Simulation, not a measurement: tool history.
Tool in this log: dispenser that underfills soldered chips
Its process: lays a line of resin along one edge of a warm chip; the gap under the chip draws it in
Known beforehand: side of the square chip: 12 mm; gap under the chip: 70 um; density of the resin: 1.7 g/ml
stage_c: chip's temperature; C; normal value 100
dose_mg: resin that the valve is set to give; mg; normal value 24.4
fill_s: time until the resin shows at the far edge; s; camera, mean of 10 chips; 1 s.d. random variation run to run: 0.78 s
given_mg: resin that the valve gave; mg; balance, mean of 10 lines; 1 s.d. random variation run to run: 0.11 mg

{"run": 1, "hour": 0.0, "stage_c": 100, "dose_mg": 24.4, "fill_s": 88.9, "given_mg": 23.68}
{"hour": 4.8, "done": "new syringe of resin"}
{"run": 2, "hour": 5.9, "stage_c": 100, "dose_mg": 24.4, "fill_s": 75.1, "given_mg": 23.86}
{"run": 3, "hour": 11.1, "stage_c": 106, "dose_mg": 24.4, "fill_s": 85.3, "given_mg": 23.78}
{"hour": 13.7, "done": "new syringe of resin"}
{"run": 4, "hour": 17.1, "stage_c": 100, "dose_mg": 24.4, "fill_s": 86.2, "given_mg": 23.56}
{"run": 5, "hour": 20.7, "stage_c": 100, "dose_mg": 24.4, "fill_s": 105.4, "given_mg": 23.58}
{"hour": 22.5, "done": "new syringe of resin"}
{"run": 6, "hour": 24.5, "stage_c": 111, "dose_mg": 28.0, "fill_s": 54.2, "given_mg": 26.97}
{"run": 7, "hour": 28.9, "stage_c": 96, "dose_mg": 29.6, "fill_s": 113.6, "given_mg": 28.58}
{"hour": 31.2, "done": "new syringe of resin"}
{"run": 8, "hour": 32.9, "stage_c": 102, "dose_mg": 24.1, "fill_s": 70.1, "given_mg": 23.33}

Expected results for the next run?
{"run": 9, "hour": 37.4, "stage_c": 102, "dose_mg": 24.1, "fill_s": "?", "given_mg": "?"}

Run 9 gave fill_s 95.8 s, given_mg 23.10 mg.
Had the tool carried no hidden state, the very same run would have given fill_s 68.9 s, given_mg 24.06 mg.
